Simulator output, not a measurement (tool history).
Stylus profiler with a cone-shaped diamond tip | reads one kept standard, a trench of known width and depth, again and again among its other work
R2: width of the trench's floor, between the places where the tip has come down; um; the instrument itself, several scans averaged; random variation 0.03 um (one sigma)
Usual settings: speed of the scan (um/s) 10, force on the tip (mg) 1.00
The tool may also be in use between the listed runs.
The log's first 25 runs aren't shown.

Run 26, hour 1192.8: usual settings but speed of the scan (um/s) 11, force on the tip (mg) 1.34. Result: depth of the trench (Å) 10077.4, R2 94.65 um.
Run 27, hour 1250.0: usual settings but speed of the scan (um/s) 3, force on the tip (mg) 2.71. Result: depth of the trench (Å) 10141.8, R2 94.67 um.
Run 28, hour 1288.2: usual settings but speed of the scan (um/s) 15, force on the tip (mg) 2.19. Result: depth of the trench (Å) 10117.1, R2 94.63 um.
Run 29, hour 1333.8: usual settings but speed of the scan (um/s) 15, force on the tip (mg) 2.19. Result: depth of the trench (Å) 10115.4, R2 94.61 um.
Run 30, hour 1384.6: usual settings but speed of the scan (um/s) 15, force on the tip (mg) 2.19. Result: depth of the trench (Å) 10115.3, R2 94.59 um.
Run 31, hour 1440.0: usual settings but speed of the scan (um/s) 36, force on the tip (mg) 1.28. Result: depth of the trench (Å) 10066.9, R2 94.40 um.
At hour 1478.4: new tip fitted, height scale calibrated.
Run 32, hour 1489.9: usual settings but speed of the scan (um/s) 12, force on the tip (mg) 0.44. Result: depth of the trench (Å) 10044.5, R2 95.75 um.
Run 33, hour 1522.9: usual settings but speed of the scan (um/s) 12, force on the tip (mg) 2.96. Result: depth of the trench (Å) 10170.7, R2 95.92 um.
Run 34, hour 1558.9: usual settings but speed of the scan (um/s) 12. Result: depth of the trench (Å) 10077.7, R2 95.83 um.
Run 35, hour 1586.9: usual settings but speed of the scan (um/s) 2, force on the tip (mg) 0.38. Result: depth of the trench (Å) 10039.4, R2 95.92 um.
Run 36, hour 1644.3: usual settings but speed of the scan (um/s) 8, force on the tip (mg) 0.49. Result: depth of the trench (Å) 10043.7, R2 95.80 um.
Run 37, hour 1690.0: usual settings but speed of the scan (um/s) 8, force on the tip (mg) 0.49. Result: depth of the trench (Å) 10038.7, R2 95.80 um.
Run 38, hour 1727.2: usual settings but speed of the scan (um/s) 7, force on the tip (mg) 0.51. Result: depth of the trench (Å) 10042.2, R2 95.77 um.
Run 39, hour 1787.3: usual settings but speed of the scan (um/s) 7, force on the tip (mg) 0.51. Result: depth of the trench (Å) 10037.5, R2 95.71 um.
Run 40, hour 1848.4: usual settings but speed of the scan (um/s) 7, force on the tip (mg) 0.51. Result: depth of the trench (Å) 10038.0, R2 95.73 um.
Run 41, hour 1897.5: usual settings but speed of the scan (um/s) 9, force on the tip (mg) 0.48. Result: depth of the trench (Å) 10031.2, R2 95.70 um.
Run 42, hour 1947.7: usual settings but speed of the scan (um/s) 8, force on the tip (mg) 0.45. Result: depth of the trench (Å) 10029.5, R2 95.67 um.
Run 43, hour 1979.7: usual settings but force on the tip (mg) 0.49. Result: depth of the trench (Å) 10035.3, R2 95.59 um.
Run 44, hour 2044.6: usual settings but speed of the scan (um/s) 16, force on the tip (mg) 2.06. Result: depth of the trench (Å) 10115.7, R2 95.63 um.
Run 45, hour 2084.5: usual settings but speed of the scan (um/s) 3. Result: depth of the trench (Å) 10060.9, R2 95.67 um.

Forecast each of these 5 alternatives for the next run:
Run A, hour 2120.6: usual settings but speed of the scan (um/s) 12, force on the tip (mg) 0.35. Result: depth of the trench (Å) ?, R2 ?.
Run B, hour 2120.6: usual settings but speed of the scan (um/s) 15, force on the tip (mg) 1.01. Result: depth of the trench (Å) ?, R2 ?.
Run C, hour 2120.6: usual settings but force on the tip (mg) 0.42. Result: depth of the trench (Å) ?, R2 ?.
Run D, hour 2120.6: usual settings but speed of the scan (um/s) 3, force on the tip (mg) 0.80. Result: depth of the trench (Å) ?, R2 ?.
Run E, hour 2120.6: usual settings but speed of the scan (um/s) 2, force on the tip (mg) 0.88. Result: depth of the trench (Å) ?, R2 ?.

run  depth of the trench (Å)     R2
  A                  10019.1  95.50
  B                  10065.5  95.52
  C                  10024.7  95.52
  D                  10049.0  95.65
  E                  10049.6  95.68
Without the tool's hidden state the same runs would have given:
run  depth of the trench (Å)     R2
  A                  10045.4  95.83
  B                  10091.9  95.84
  C                  10051.0  95.85
  D                  10075.4  95.98
  E                  10075.9  96.01

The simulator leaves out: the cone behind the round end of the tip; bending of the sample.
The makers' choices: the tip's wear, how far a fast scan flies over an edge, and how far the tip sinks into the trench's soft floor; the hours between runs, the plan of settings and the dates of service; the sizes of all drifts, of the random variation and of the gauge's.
